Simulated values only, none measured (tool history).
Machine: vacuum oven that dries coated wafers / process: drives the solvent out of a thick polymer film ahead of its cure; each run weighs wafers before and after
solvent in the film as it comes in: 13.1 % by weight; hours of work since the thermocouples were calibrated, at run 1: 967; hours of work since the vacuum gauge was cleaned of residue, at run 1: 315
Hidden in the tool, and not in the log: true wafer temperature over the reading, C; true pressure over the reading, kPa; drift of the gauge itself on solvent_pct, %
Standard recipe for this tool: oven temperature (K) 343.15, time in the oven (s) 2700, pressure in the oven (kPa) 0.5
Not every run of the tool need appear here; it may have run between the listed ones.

run,hour,oven temperature (K),time in the oven (s),pressure in the oven (kPa),hours of work since the thermocouples were calibrated,hours of work since the vacuum gauge was cleaned of residue,solvent left in the film (%)
1,0,343.15,2700,0.5,967,315,1.84
2,69.8,343.15,2700,0.5,1000,348,1.82
3,117.8,343.15,2700,0.5,1023,371,1.86
4,181,343.15,2700,1.431,1053,401,2.55
5,232.1,343.15,2700,0.383,1078,426,1.76
6,312.3,343.15,2700,0.383,1116,464,1.77
7,398,333.15,2700,0.383,1157,505,3.57
8,439.7,333.15,2700,0.383,1177,525,3.53
9,509.2,333.15,2700,0.383,1210,558,3.52
10,586.2,343.15,2700,0.5,1247,595,1.89
11,655.7,343.15,2700,0.5,1280,628,1.84
12,711.6,343.15,2700,0.5,1307,655,1.85
13,789.6,343.15,3300,0.5,1344,692,1.39
14,863.3,343.15,3300,0.5,1379,727,1.41
15,940.4,348.15,2940,0.336,1416,764,0.93
16,991.8,348.15,2940,0.336,1441,789,0.95
17,1058.4,329.15,1440,0.714,1472,821,6.92
18,1148.1,329.15,1440,0.714,1515,864,6.83
19,1195.5,329.15,1440,0.714,1538,886,6.88
20,1269,343.15,3660,0.278,1573,921,1.01
21,1356.8,338.15,1320,0.278,1615,963,5.09
22,1407.3,338.15,1320,0.278,1639,987,5.18
23,1462.1,351.15,1920,0.412,1665,1014,1.6
24,1501.1,352.15,1920,0.412,1684,1032,1.47
# hour 1516: oven's thermocouples calibrated
25,1544.4,335.15,2700,1.689,14,1052,4.57
26,1595.6,343.15,2700,0.659,38,1076,2.13
27,1683.7,343.15,4080,1.207,80,1119,1.7
28,1762.1,343.15,4080,1.207,118,1156,1.71

Forecast each of these 3 alternatives for the next run:
A,1844.8,343.15,2520,0.5,157,1195,?
B,1844.8,343.15,2100,1.999,157,1195,?
C,1844.8,343.15,2700,0.264,157,1195,?

run,solvent left in the film (%)
A,2.2
B,3.86
C,1.85
Without the tool's unlogged condition, the same runs would have read:
run,solvent left in the film (%)
A,2.1
B,3.78
C,1.74

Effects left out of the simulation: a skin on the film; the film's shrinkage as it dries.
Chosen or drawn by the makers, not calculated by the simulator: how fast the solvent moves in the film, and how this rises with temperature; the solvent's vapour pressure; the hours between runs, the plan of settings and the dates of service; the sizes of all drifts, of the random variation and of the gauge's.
